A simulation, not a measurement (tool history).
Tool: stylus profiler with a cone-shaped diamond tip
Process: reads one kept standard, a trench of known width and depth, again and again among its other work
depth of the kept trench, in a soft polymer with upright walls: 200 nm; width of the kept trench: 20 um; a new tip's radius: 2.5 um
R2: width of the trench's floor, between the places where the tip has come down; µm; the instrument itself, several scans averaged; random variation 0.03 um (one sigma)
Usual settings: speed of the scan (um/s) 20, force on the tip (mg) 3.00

Run 1, day 0.000: usual settings. Result: depth of the trench (nm) 202.34, R2 17.96 µm.
Run 2, day 0.683: usual settings. Result: depth of the trench (nm) 202.57, R2 18.02 µm.
Run 3, day 1.146: usual settings but force on the tip (mg) 1.25. Result: depth of the trench (nm) 201.36, R2 17.87 µm.
Run 4, day 1.750: usual settings but force on the tip (mg) 1.25. Result: depth of the trench (nm) 201.37, R2 17.97 µm.
Run 5, day 2.408: usual settings but force on the tip (mg) 3.52. Result: depth of the trench (nm) 202.78, R2 17.95 µm.
Run 6, day 2.912: usual settings. Result: depth of the trench (nm) 202.44, R2 17.93 µm.
Run 7, day 3.542: usual settings but force on the tip (mg) 8.63. Result: depth of the trench (nm) 205.05, R2 18.02 µm.
Run 8, day 4.258: usual settings but force on the tip (mg) 8.63. Result: depth of the trench (nm) 205.10, R2 17.99 µm.
Run 9, day 4.979: usual settings but force on the tip (mg) 8.63. Result: depth of the trench (nm) 205.08, R2 17.97 µm.
Run 10, day 5.588: usual settings but force on the tip (mg) 8.63. Result: depth of the trench (nm) 205.01, R2 18.00 µm.
Run 11, day 6.088: usual settings but force on the tip (mg) 8.63. Result: depth of the trench (nm) 205.09, R2 17.98 µm.
Run 12, day 6.492: usual settings but force on the tip (mg) 4.03. Result: depth of the trench (nm) 203.12, R2 18.03 µm.
Run 13, day 7.258: usual settings but force on the tip (mg) 4.03. Result: depth of the trench (nm) 203.02, R2 18.00 µm.
Run 14, day 7.654: usual settings but force on the tip (mg) 4.03. Result: depth of the trench (nm) 203.06, R2 17.99 µm.
Run 15, day 8.038: usual settings. Result: depth of the trench (nm) 202.39, R2 17.98 µm.
Run 16, day 8.642: usual settings. Result: depth of the trench (nm) 202.51, R2 17.95 µm.
Run 17, day 9.204: usual settings. Result: depth of the trench (nm) 202.46, R2 17.96 µm.
Run 18, day 9.546: usual settings. Result: depth of the trench (nm) 202.55, R2 17.97 µm.
Run 19, day 9.921: usual settings but speed of the scan (um/s) 7, force on the tip (mg) 6.31. Result: depth of the trench (nm) 204.11, R2 18.03 µm.
Run 20, day 10.467: usual settings but speed of the scan (um/s) 6, force on the tip (mg) 1.90. Result: depth of the trench (nm) 201.77, R2 17.97 µm.
Run 21, day 11.112: usual settings but speed of the scan (um/s) 6, force on the tip (mg) 1.90. Result: depth of the trench (nm) 201.83, R2 18.02 µm.
Run 22, day 11.442: usual settings but speed of the scan (um/s) 9, force on the tip (mg) 1.90. Result: depth of the trench (nm) 201.89, R2 17.97 µm.

Run 23 comes next. What will it give?
Run 23, day 12.129: usual settings but speed of the scan (um/s) 31. Result: depth of the trench (nm) ?, R2 ?.

{"run 23": {"depth of the trench (nm)": 202.41, "R2": 17.91}}
Without the tool's hidden state the same run would have given depth of the trench (nm) 202.40, R2 17.91 µm.
